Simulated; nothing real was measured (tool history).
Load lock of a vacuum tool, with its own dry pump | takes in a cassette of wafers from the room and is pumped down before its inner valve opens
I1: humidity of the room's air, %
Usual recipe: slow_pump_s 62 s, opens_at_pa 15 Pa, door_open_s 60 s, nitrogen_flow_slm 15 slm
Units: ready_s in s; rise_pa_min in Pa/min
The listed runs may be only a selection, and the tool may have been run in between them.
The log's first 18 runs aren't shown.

run 19 hour=1817.3 | slow_pump_s=62 opens_at_pa=15 door_open_s=60 nitrogen_flow_slm=15 | I1=43.5 | ready_s=98.3 rise_pa_min=0.019
run 20 hour=1891.3 | slow_pump_s=62 opens_at_pa=10 door_open_s=73 nitrogen_flow_slm=13 | I1=45.1 | ready_s=100.3 rise_pa_min=0.017
run 21 hour=1995 | slow_pump_s=36 opens_at_pa=15 door_open_s=27 nitrogen_flow_slm=14 | I1=45.7 | ready_s=77.1 rise_pa_min=0.008
run 22 hour=2077.6 | slow_pump_s=83 opens_at_pa=17 door_open_s=27 nitrogen_flow_slm=6 | I1=42.6 | ready_s=114.2 rise_pa_min=0.016
run 23 hour=2215.7 | slow_pump_s=83 opens_at_pa=17 door_open_s=186 nitrogen_flow_slm=6 | I1=44.2 | ready_s=113.3 rise_pa_min=0.04
run 24 hour=2300.1 | slow_pump_s=83 opens_at_pa=17 door_open_s=186 nitrogen_flow_slm=6 | I1=49.8 | ready_s=113.8 rise_pa_min=0.041
run 25 hour=2364.4 | slow_pump_s=34 opens_at_pa=11 door_open_s=43 nitrogen_flow_slm=9 | I1=45.4 | ready_s=77.3 rise_pa_min=0.019
run 26 hour=2481.6 | slow_pump_s=44 opens_at_pa=11 door_open_s=43 nitrogen_flow_slm=9 | I1=44.6 | ready_s=85.6 rise_pa_min=0.016
run 27 hour=2553.1 | slow_pump_s=44 opens_at_pa=11 door_open_s=43 nitrogen_flow_slm=9 | I1=45.2 | ready_s=85.7 rise_pa_min=0.016
run 28 hour=2661.8 | slow_pump_s=44 opens_at_pa=11 door_open_s=43 nitrogen_flow_slm=9 | I1=42.3 | ready_s=85 rise_pa_min=0.012
run 29 hour=2766.6 | slow_pump_s=39 opens_at_pa=11 door_open_s=43 nitrogen_flow_slm=9 | I1=44.2 | ready_s=81.3 rise_pa_min=0.015
run 30 hour=2835.9 | slow_pump_s=60 opens_at_pa=13 door_open_s=43 nitrogen_flow_slm=24 | I1=47.4 | ready_s=96.4 rise_pa_min=0.013
run 31 hour=2928.1 | slow_pump_s=60 opens_at_pa=26 door_open_s=234 nitrogen_flow_slm=8 | I1=46 | ready_s=93.2 rise_pa_min=0.039
run 32 hour=3030.5 | slow_pump_s=60 opens_at_pa=26 door_open_s=82 nitrogen_flow_slm=5 | I1=43.7 | ready_s=93.4 rise_pa_min=0.027
run 33 hour=3144.2 | slow_pump_s=62 opens_at_pa=27 door_open_s=60 nitrogen_flow_slm=15 | I1=43.9 | ready_s=94.4 rise_pa_min=0.011
run 34 hour=3229.8 | slow_pump_s=65 opens_at_pa=14 door_open_s=118 nitrogen_flow_slm=15 | I1=45.4 | ready_s=100.5 rise_pa_min=0.021
run 35 hour=3372.5 | slow_pump_s=77 opens_at_pa=14 door_open_s=118 nitrogen_flow_slm=20 | I1=46 | ready_s=109.6 rise_pa_min=0.02
run 36 hour=3477.2 | slow_pump_s=62 opens_at_pa=15 door_open_s=167 nitrogen_flow_slm=7 | I1=42 | ready_s=97.5 rise_pa_min=0.031

3 ways to go on from here, each from the tool as it stands after run 36. What would each give?
run A hour=3617.1 | slow_pump_s=119 opens_at_pa=27 door_open_s=60 nitrogen_flow_slm=16 | I1=44.6 | ready_s=? rise_pa_min=?
run B hour=3617.1 | slow_pump_s=65 opens_at_pa=15 door_open_s=60 nitrogen_flow_slm=15 | I1=44.6 | ready_s=? rise_pa_min=?
run C hour=3617.1 | slow_pump_s=62 opens_at_pa=13 door_open_s=34 nitrogen_flow_slm=7 | I1=44.3 | ready_s=? rise_pa_min=?

run=A ready_s=138.8 rise_pa_min=0.018
run=B ready_s=100 rise_pa_min=0.024
run=C ready_s=98.2 rise_pa_min=0.016
Stripped of hidden state, with their random variation kept, the same runs would have yielded:
run=A ready_s=138.8 rise_pa_min=0.017
run=B ready_s=99.9 rise_pa_min=0.023
run=C ready_s=98.2 rise_pa_min=0.014
